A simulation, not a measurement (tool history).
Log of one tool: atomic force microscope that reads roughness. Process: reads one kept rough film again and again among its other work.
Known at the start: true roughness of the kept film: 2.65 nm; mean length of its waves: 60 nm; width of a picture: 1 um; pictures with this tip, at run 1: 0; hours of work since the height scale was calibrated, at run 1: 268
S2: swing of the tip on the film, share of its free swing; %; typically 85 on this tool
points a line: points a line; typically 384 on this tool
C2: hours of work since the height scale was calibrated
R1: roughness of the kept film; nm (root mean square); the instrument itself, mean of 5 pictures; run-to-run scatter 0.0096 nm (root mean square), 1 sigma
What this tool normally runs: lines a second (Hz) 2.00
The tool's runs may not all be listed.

run 1 day=0.000 | lines_a_second_(Hz)=2.00 S2=85 points_a_line=384 | pictures_with_this_tip=0 C2=268 | R1=2.187
run 2 day=0.350 | lines_a_second_(Hz)=2.00 S2=85 points_a_line=384 | pictures_with_this_tip=11 C2=274 | R1=2.162
run 3 day=0.608 | lines_a_second_(Hz)=2.00 S2=85 points_a_line=384 | pictures_with_this_tip=19 C2=277 | R1=2.142
run 4 day=1.046 | lines_a_second_(Hz)=2.00 S2=85 points_a_line=384 | pictures_with_this_tip=33 C2=284 | R1=2.120
run 5 day=1.333 | lines_a_second_(Hz)=2.00 S2=85 points_a_line=384 | pictures_with_this_tip=42 C2=289 | R1=2.104
run 6 day=1.779 | lines_a_second_(Hz)=3.09 S2=90 points_a_line=908 | pictures_with_this_tip=56 C2=295 | R1=1.818
run 7 day=2.129 | lines_a_second_(Hz)=3.09 S2=56 points_a_line=908 | pictures_with_this_tip=67 C2=301 | R1=2.328
run 8 day=2.442 | lines_a_second_(Hz)=1.37 S2=71 points_a_line=450 | pictures_with_this_tip=77 C2=306 | R1=2.277
-- day=2.533 new tip fitted
run 9 day=2.708 | lines_a_second_(Hz)=1.11 S2=77 points_a_line=450 | pictures_with_this_tip=5 C2=309 | R1=2.396
run 10 day=3.008 | lines_a_second_(Hz)=1.35 S2=85 points_a_line=384 | pictures_with_this_tip=15 C2=314 | R1=2.275

What if the next run were any one of these 3? Each begins from the tool's condition after run 10:
run A day=3.279 | lines_a_second_(Hz)=1.03 S2=67 points_a_line=266 | pictures_with_this_tip=23 C2=318 | R1=?
run B day=3.279 | lines_a_second_(Hz)=3.23 S2=64 points_a_line=697 | pictures_with_this_tip=23 C2=318 | R1=?
run C day=3.279 | lines_a_second_(Hz)=0.85 S2=77 points_a_line=352 | pictures_with_this_tip=23 C2=318 | R1=?

run=A R1=2.446
run=B R1=2.315
run=C R1=2.400
Without the tool's hidden state the same runs would have given:
run=A R1=2.487
run=B R1=2.354
run=C R1=2.441
